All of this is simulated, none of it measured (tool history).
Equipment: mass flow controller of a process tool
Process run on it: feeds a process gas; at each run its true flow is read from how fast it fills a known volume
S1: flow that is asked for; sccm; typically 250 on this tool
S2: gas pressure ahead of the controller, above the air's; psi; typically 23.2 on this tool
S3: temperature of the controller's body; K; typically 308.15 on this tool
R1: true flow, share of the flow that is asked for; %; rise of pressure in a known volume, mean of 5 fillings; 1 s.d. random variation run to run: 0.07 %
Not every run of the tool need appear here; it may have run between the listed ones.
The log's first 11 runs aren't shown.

{"run": 12, "hour": 655.0, "S1": 250, "S2": 23.2, "S3": 308.15, "R1": 96.79}
{"run": 13, "hour": 700.9, "S1": 250, "S2": 23.2, "S3": 308.15, "R1": 96.62}
{"run": 14, "hour": 775.2, "S1": 250, "S2": 23.2, "S3": 308.15, "R1": 96.47}
{"run": 15, "hour": 862.0, "S1": 250, "S2": 23.2, "S3": 308.15, "R1": 96.37}
{"run": 16, "hour": 924.8, "S1": 250, "S2": 23.2, "S3": 308.15, "R1": 96.3}
{"run": 17, "hour": 973.3, "S1": 250, "S2": 23.2, "S3": 308.15, "R1": 96.24}
{"run": 18, "hour": 1054.8, "S1": 250, "S2": 23.2, "S3": 309.15, "R1": 96.12}
{"run": 19, "hour": 1121.8, "S1": 187, "S2": 23.2, "S3": 308.15, "R1": 95.89}
{"run": 20, "hour": 1214.1, "S1": 187, "S2": 23.2, "S3": 308.15, "R1": 95.54}
{"run": 21, "hour": 1278.0, "S1": 250, "S2": 32.6, "S3": 294.15, "R1": 97.25}
{"run": 22, "hour": 1317.7, "S1": 250, "S2": 32.6, "S3": 294.15, "R1": 97.17}
{"run": 23, "hour": 1358.8, "S1": 106, "S2": 36.4, "S3": 307.15, "R1": 95.42}
{"run": 24, "hour": 1446.5, "S1": 59, "S2": 35.2, "S3": 312.15, "R1": 94.45}
{"hour": 1524.0, "done": "gauge calibrated"}
{"run": 25, "hour": 1534.7, "S1": 284, "S2": 23.5, "S3": 313.15, "R1": 97.22}
{"run": 26, "hour": 1600.5, "S1": 163, "S2": 22.0, "S3": 295.15, "R1": 97.79}
{"run": 27, "hour": 1638.4, "S1": 163, "S2": 22.0, "S3": 295.15, "R1": 97.75}
{"run": 28, "hour": 1696.5, "S1": 239, "S2": 23.2, "S3": 301.15, "R1": 97.7}
{"run": 29, "hour": 1750.5, "S1": 286, "S2": 23.2, "S3": 300.15, "R1": 98.08}
{"run": 30, "hour": 1829.2, "S1": 479, "S2": 24.1, "S3": 308.15, "R1": 98.64}
{"run": 31, "hour": 1888.2, "S1": 56, "S2": 23.2, "S3": 308.15, "R1": 95.6}
{"run": 32, "hour": 1952.7, "S1": 166, "S2": 23.2, "S3": 294.15, "R1": 97.52}
{"run": 33, "hour": 1993.9, "S1": 128, "S2": 36.0, "S3": 309.15, "R1": 96.18}
{"run": 34, "hour": 2065.3, "S1": 128, "S2": 36.0, "S3": 309.15, "R1": 96.22}
{"run": 35, "hour": 2105.5, "S1": 128, "S2": 35.4, "S3": 309.15, "R1": 96.09}
{"run": 36, "hour": 2198.3, "S1": 86, "S2": 23.2, "S3": 313.15, "R1": 95.21}

Branching from run 36: 5 alternative next runs. What would each branch give?
{"run": "A", "hour": 2255.8, "S1": 126, "S2": 33.1, "S3": 294.15, "R1": "?"}
{"run": "B", "hour": 2255.8, "S1": 68, "S2": 23.5, "S3": 302.15, "R1": "?"}
{"run": "C", "hour": 2255.8, "S1": 250, "S2": 20.7, "S3": 308.15, "R1": "?"}
{"run": "D", "hour": 2255.8, "S1": 86, "S2": 36.5, "S3": 295.15, "R1": "?"}
{"run": "E", "hour": 2255.8, "S1": 64, "S2": 23.2, "S3": 299.15, "R1": "?"}

run=A R1=97.09
run=B R1=95.78
run=C R1=96.65
run=D R1=96.87
run=E R1=96.05
The same runs, with their run-to-run variation unchanged, on a tool lacking any hidden condition would have given:
run=A R1=97.90
run=B R1=96.57
run=C R1=97.46
run=D R1=97.67
run=E R1=96.84
